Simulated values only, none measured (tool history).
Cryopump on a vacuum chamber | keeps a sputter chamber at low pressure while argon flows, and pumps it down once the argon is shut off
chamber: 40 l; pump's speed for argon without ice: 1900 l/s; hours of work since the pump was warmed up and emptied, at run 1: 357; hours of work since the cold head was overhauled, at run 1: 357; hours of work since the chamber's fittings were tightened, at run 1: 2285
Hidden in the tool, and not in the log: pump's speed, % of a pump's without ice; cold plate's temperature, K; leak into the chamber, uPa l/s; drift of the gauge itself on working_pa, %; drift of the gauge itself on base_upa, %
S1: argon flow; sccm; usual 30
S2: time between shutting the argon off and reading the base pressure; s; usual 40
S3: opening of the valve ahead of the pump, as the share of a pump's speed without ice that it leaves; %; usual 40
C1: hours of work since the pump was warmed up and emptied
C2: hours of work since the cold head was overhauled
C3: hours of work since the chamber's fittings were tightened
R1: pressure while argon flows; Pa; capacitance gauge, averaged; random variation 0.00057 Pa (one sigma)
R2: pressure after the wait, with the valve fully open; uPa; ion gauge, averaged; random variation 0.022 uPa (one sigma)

run     day  S1   S2  S3   C1   C2    C3      R1    R2
  1   0.000  30   40  40  357  357  2285  0.0689  1.96
  2   0.488  30   40  40  366  366  2295  0.0690  1.96
  3   0.954  30   40  40  375  375  2304  0.0691  1.97
  4   1.679  30   40  40  389  389  2318  0.0688  1.97
  5   2.521  27   40  40  406  406  2334  0.0627  2.01
  6   2.900  30   40  40  413  413  2342  0.0690  1.97
  7   3.288  30   40  36  420  420  2349  0.0754  2.04
  8   3.988  30   40  36  434  434  2363  0.0778  2.01
  9   4.712  30   40  40  448  448  2377  0.0698  2.01
 10   5.583  30   40  40  465  465  2394  0.0684  2.05
 11   6.404  30   40  40  481  481  2409  0.0695  2.09
 12   7.175  30   31  40  496  496  2424  0.0694  2.22
 13   7.538  30   31  40  503  503  2431  0.0706  2.19
 14   7.921  30   31  40  510  510  2439  0.0705  2.27
 15   8.512  30   31  40  522  522  2450  0.0689  2.24
 16   9.075  30   40  25  532  532  2461  0.1091  2.10
 17   9.958  25   40  25  550  550  2478  0.0901  2.14
 18  10.796  30   40  28  566  566  2494  0.0976  2.04
 19  11.333  30   40  28  576  576  2505  0.0998  2.18
 20  11.708  14   78  21  584  584  2512  0.0615  1.94
 21  12.446  59   44  21  598  598  2526  0.2561  2.26
 22  13.271  54   40  46  614  614  2542  0.1103  2.20
 23  13.842  54   53  53  625  625  2554  0.0966  2.15
 24  14.721  54   53  53  642  642  2570  0.0969  2.14
 25  15.267  18   67  24  652  652  2581  0.0682  2.09
 26  15.704  16  243  33  661  661  2590  0.0443  1.85

Forecast run 27:
 27  16.429  16  243  33  675  675  2604   ?   ?

{"run 27": {"R1": 0.046, "R2": 1.87}}
Without the tool's hidden state the same run would have given R1 0.0438 Pa, R2 0.22 uPa.

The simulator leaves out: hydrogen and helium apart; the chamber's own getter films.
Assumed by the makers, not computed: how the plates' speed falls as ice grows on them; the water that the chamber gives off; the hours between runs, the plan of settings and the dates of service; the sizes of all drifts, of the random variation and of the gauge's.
